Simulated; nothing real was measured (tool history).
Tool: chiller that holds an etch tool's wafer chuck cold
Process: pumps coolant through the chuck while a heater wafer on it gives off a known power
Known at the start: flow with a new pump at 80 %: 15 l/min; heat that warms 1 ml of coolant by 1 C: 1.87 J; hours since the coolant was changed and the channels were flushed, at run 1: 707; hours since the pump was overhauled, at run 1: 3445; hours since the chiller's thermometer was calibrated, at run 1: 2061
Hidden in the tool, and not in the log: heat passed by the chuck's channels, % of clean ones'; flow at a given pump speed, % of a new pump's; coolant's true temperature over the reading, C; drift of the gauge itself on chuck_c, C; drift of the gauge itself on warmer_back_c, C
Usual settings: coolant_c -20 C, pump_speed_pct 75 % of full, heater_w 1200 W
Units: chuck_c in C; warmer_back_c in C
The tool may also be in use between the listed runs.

run	hour	coolant_c	pump_speed_pct	heater_w	hours since the coolant was changed and the channels were flushed	hours since the pump was overhauled	hours since the chiller's thermometer was calibrated	chuck_c	warmer_back_c
1	0	-20	75	1200	707	3445	2061	-10.12	2.97
2	112.4	-20	75	1200	819	3557	2173	-10.21	2.95
3	180.2	-20	75	1200	887	3625	2241	-10.3	2.91
4	294.6	-20	75	1200	1002	3739	2355	-10.3	3.02
5	355.3	-20	75	1200	1062	3800	2416	-10.16	3.04
6	468.7	-20	75	1200	1176	3913	2529	-10.19	3.05
7	536.4	-20	75	1200	1243	3981	2597	-10.16	2.95
8	619.5	-20	75	625	1326	4064	2680	-15.03	1.6
9	734.7	-11	75	625	1442	4179	2795	-5.88	1.54
10	852.4	-28	75	1200	1559	4297	2913	-18.01	2.97
11	970.3	-20	75	810	1677	4415	3031	-13.14	2.04
12	1029	-20	75	810	1736	4474	3090	-13.25	2
# hour 1041.5: chiller's thermometer calibrated
13	1089.1	-20	75	1200	1795	4533	48	-9.93	3.02
14	1166.7	-19	75	1200	1873	4610	125	-8.99	3.03
15	1241.5	-19	75	1200	1947	4685	200	-9.1	2.97
16	1306.3	-19	75	1200	2012	4750	265	-9.01	3.03
17	1429.6	-17	60	1214	2136	4873	388	-4.71	3.85
18	1551.1	-28	73	1065	2257	4995	510	-18.83	2.83
19	1636.3	-28	73	1065	2342	5080	595	-18.84	2.78
20	1710.2	-28	73	1065	2416	5154	669	-18.85	2.81
# hour 1774.5: chiller's thermometer calibrated, once more
21	1831.2	-22	75	639	2536	5274	57	-16.55	1.71
22	1900.1	-30	96	1384	2605	5343	126	-20.21	2.76
23	2008.4	-11	98	1076	2713	5451	234	-3.31	2.11
24	2131.2	-26	70	906	2836	5574	357	-17.47	2.51
25	2201.6	-26	70	906	2906	5644	427	-17.61	2.47
26	2310.5	-26	70	906	3015	5753	536	-17.51	2.5

The next listed run, before its measurement:
27	2383.9	-29	64	1588	3089	5827	609	?	?

chuck_c: -12.94 C
warmer_back_c: 4.86 C
Without the tool's hidden state the same run would have given chuck_c -15.07 C, warmer_back_c 4.27 C.

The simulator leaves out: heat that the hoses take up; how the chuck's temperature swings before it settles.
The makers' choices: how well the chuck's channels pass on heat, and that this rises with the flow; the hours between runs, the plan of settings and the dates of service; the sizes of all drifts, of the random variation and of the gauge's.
